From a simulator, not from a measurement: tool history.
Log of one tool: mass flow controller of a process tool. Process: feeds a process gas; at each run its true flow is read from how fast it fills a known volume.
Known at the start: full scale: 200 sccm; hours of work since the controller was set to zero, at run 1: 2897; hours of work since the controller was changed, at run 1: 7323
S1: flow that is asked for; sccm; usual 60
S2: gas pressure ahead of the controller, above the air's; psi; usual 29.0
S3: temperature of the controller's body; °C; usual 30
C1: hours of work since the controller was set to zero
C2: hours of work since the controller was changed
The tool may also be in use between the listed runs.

Run 1, day 0.000: usual settings; C1 2897; C2 7323. Result: true flow (%) 103.63.
Run 2, day 6.162: usual settings; C1 2985; C2 7411. Result: true flow (%) 103.80.
Run 3, day 17.338: usual settings; C1 3145; C2 7571. Result: true flow (%) 104.02.
Run 4, day 28.012: usual settings; C1 3297; C2 7723. Result: true flow (%) 104.10.
Run 5, day 38.458: usual settings; C1 3446; C2 7872. Result: true flow (%) 104.32.
Run 6, day 46.183: usual settings; C1 3557; C2 7983. Result: true flow (%) 104.47.
Run 7, day 53.183: usual settings but S2 23.2 psi; C1 3656; C2 8083. Result: true flow (%) 104.36.
Run 8, day 61.388: usual settings but S2 23.2 psi; C1 3774; C2 8200. Result: true flow (%) 104.32.
Run 9, day 68.983: usual settings but S3 29 °C; C1 3882; C2 8308. Result: true flow (%) 104.75.
Run 10, day 82.592: usual settings but S3 29 °C; C1 4076; C2 8502. Result: true flow (%) 104.91.
Run 11, day 94.179: usual settings but S3 29 °C; C1 4242; C2 8668. Result: true flow (%) 105.14.
Run 12, day 105.842: usual settings but S3 29 °C; C1 4408; C2 8834. Result: true flow (%) 105.40.
At day 106.808: controller's zero set anew.
Run 13, day 116.171: usual settings but S3 29 °C; C1 134; C2 8981. Result: true flow (%) 100.84.
At day 118.633: controller exchanged for a calibrated one.
Run 14, day 128.321: usual settings but S1 175 sccm; C1 138; C2 138. Result: true flow (%) 100.18.
Run 15, day 142.096: usual settings but S1 27 sccm, S2 21.9 psi; C1 335; C2 335. Result: true flow (%) 100.09.
Run 16, day 148.662: usual settings but S1 27 sccm, S2 21.9 psi; C1 429; C2 429. Result: true flow (%) 100.24.
Run 17, day 155.096: usual settings but S1 72 sccm, S3 39 °C; C1 520; C2 520. Result: true flow (%) 100.32.
Run 18, day 162.775: usual settings but S1 63 sccm, S2 24.8 psi, S3 35 °C; C1 630; C2 630. Result: true flow (%) 100.30.
Run 19, day 172.792: usual settings but S1 181 sccm, S2 38.9 psi; C1 773; C2 773. Result: true flow (%) 100.87.
Run 20, day 181.354: usual settings but S1 181 sccm, S2 38.9 psi; C1 895; C2 895. Result: true flow (%) 100.95.
Run 21, day 189.892: usual settings but S1 139 sccm, S2 20.9 psi, S3 27 °C; C1 1017; C2 1017. Result: true flow (%) 100.08.
Run 22, day 200.479: usual settings but S1 23 sccm; C1 1168; C2 1168. Result: true flow (%) 102.60.
Run 23, day 209.604: usual settings but S1 23 sccm; C1 1299; C2 1299. Result: true flow (%) 102.78.
Run 24, day 222.021: usual settings but S1 23 sccm; C1 1476; C2 1476. Result: true flow (%) 103.15.
Run 25, day 231.488: usual settings but S1 23 sccm; C1 1611; C2 1611. Result: true flow (%) 103.52.
Run 26, day 237.183: usual settings but S1 23 sccm; C1 1692; C2 1692. Result: true flow (%) 103.85.
Run 27, day 245.267: usual settings but S1 23 sccm, S2 20.6 psi, S3 37 °C; C1 1808; C2 1808. Result: true flow (%) 103.97.
Run 28, day 253.858: usual settings but S1 23 sccm, S2 20.6 psi, S3 37 °C; C1 1930; C2 1930. Result: true flow (%) 104.35.

5 ways to go on from here, each from the tool as it stands after run 28. What would each give?
Run A, day 260.017: usual settings but S1 126 sccm, S2 27.6 psi, S3 38 °C; C1 2018; C2 2018. Result: true flow (%) ?.
Run B, day 260.017: usual settings but S1 40 sccm, S2 21.8 psi; C1 2018; C2 2018. Result: true flow (%) ?.
Run C, day 260.017: usual settings but S1 63 sccm, S2 20.6 psi, S3 33 °C; C1 2018; C2 2018. Result: true flow (%) ?.
Run D, day 260.017: usual settings but S1 23 sccm, S2 20.6 psi, S3 37 °C; C1 2018; C2 2018. Result: true flow (%) ?.
Run E, day 260.017: usual settings but S1 23 sccm, S2 26.7 psi, S3 23 °C; C1 2018; C2 2018. Result: true flow (%) ?.

run  true flow (%)
  A         101.32
  B         102.38
  C         101.35
  D         104.57
  E         104.20
Without the tool's hidden state the same runs would have given:
run  true flow (%)
  A         100.06
  B          99.15
  C          99.18
  D          99.20
  E          98.83
